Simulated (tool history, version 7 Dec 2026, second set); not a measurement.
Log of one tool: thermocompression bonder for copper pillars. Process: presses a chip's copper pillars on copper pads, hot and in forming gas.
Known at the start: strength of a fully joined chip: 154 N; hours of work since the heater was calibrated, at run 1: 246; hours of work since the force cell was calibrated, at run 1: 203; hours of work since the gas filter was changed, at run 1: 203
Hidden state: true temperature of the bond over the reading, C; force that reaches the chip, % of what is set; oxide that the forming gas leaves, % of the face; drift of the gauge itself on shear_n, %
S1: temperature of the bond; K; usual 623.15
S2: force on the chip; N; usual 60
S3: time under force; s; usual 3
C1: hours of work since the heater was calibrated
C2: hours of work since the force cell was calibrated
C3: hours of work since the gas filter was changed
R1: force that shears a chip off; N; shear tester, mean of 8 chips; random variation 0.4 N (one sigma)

run 1 day=0 | S1=623.15 S2=60 S3=3 | C1=246 C2=203 C3=203 | R1=66.2
-- day=0.208 forming gas filter changed
run 2 day=2.225 | S1=623.15 S2=60 S3=3 | C1=277 C2=233 C3=28 | R1=67.1
run 3 day=4.425 | S1=623.15 S2=60 S3=3 | C1=308 C2=264 C3=59 | R1=66.7
run 4 day=5.983 | S1=623.15 S2=60 S3=3 | C1=329 C2=286 C3=80 | R1=67.2
run 5 day=8.2 | S1=623.15 S2=60 S3=3 | C1=360 C2=316 C3=111 | R1=67.3
run 6 day=10.396 | S1=623.15 S2=60 S3=3 | C1=391 C2=347 C3=142 | R1=67.2
run 7 day=12.283 | S1=623.15 S2=60 S3=3 | C1=417 C2=373 C3=168 | R1=67
run 8 day=13.683 | S1=623.15 S2=60 S3=3 | C1=437 C2=393 C3=188 | R1=67.1
run 9 day=14.796 | S1=623.15 S2=60 S3=3 | C1=452 C2=408 C3=203 | R1=67.3
-- day=14.921 forming gas filter changed
run 10 day=17.083 | S1=623.15 S2=60 S3=3 | C1=484 C2=440 C3=30 | R1=67.5
run 11 day=18.312 | S1=623.15 S2=60 S3=3 | C1=501 C2=457 C3=47 | R1=66.7
run 12 day=20.117 | S1=623.15 S2=60 S3=3 | C1=526 C2=482 C3=72 | R1=68.1
run 13 day=21.992 | S1=623.15 S2=60 S3=3 | C1=552 C2=508 C3=98 | R1=67.5
run 14 day=23.021 | S1=623.15 S2=60 S3=8 | C1=566 C2=522 C3=113 | R1=93.9
run 15 day=24.821 | S1=623.15 S2=60 S3=8 | C1=591 C2=548 C3=138 | R1=93.9
run 16 day=26.729 | S1=623.15 S2=60 S3=3 | C1=618 C2=574 C3=164 | R1=67.5
run 17 day=28.579 | S1=617.15 S2=63 S3=3 | C1=644 C2=600 C3=190 | R1=67.3

Forecast run 18:
-- day=29.725 forming gas filter changed
run 18 day=30.188 | S1=617.15 S2=63 S3=3 | C1=666 C2=622 C3=6 | R1=?

R1: 68 N
Without the tool's hidden state the same run would have given R1 67.1 N.
